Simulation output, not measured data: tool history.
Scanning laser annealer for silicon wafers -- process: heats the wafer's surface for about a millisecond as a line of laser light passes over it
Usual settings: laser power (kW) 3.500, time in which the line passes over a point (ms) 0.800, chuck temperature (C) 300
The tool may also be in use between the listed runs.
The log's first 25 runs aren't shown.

run	hour	laser power (kW)	time in which the line passes over a point (ms)	chuck temperature (C)	highest temperature of the surface (C)
26	1436.7	3.253	0.800	286	985
27	1472.7	3.596	0.789	271	1059
# hour 1482.9: window over the wafer cleaned
28	1521.0	3.218	0.567	339	950
29	1575.7	3.500	0.897	335	1206
30	1623.4	3.313	0.754	281	1019
31	1697.5	3.313	0.583	281	920
32	1767.8	3.805	0.920	306	1282
33	1832.8	3.805	0.920	306	1273
34	1877.9	3.805	0.803	306	1204
35	1954.5	3.364	0.898	290	1110
36	2031.6	3.351	0.686	299	995
37	2110.8	3.351	0.686	305	1001
38	2184.1	3.081	0.800	260	941
39	2225.3	3.081	0.800	260	940
40	2297.0	3.081	0.800	260	938
41	2365.4	3.394	0.574	317	956

Here are 4 independent what-if runs from the current tool condition. What would each one return?
A	2443.3	3.500	0.800	317	?
B	2443.3	3.394	0.574	304	?
C	2443.3	3.356	0.574	317	?
D	2443.3	3.192	0.931	294	?

run	highest temperature of the surface (C)
A	1109
B	939
C	944
D	1062
The same runs, with their run-to-run variation unchanged, on a tool lacking any hidden condition would have given:
run	highest temperature of the surface (C)
A	1140
B	964
C	969
D	1093
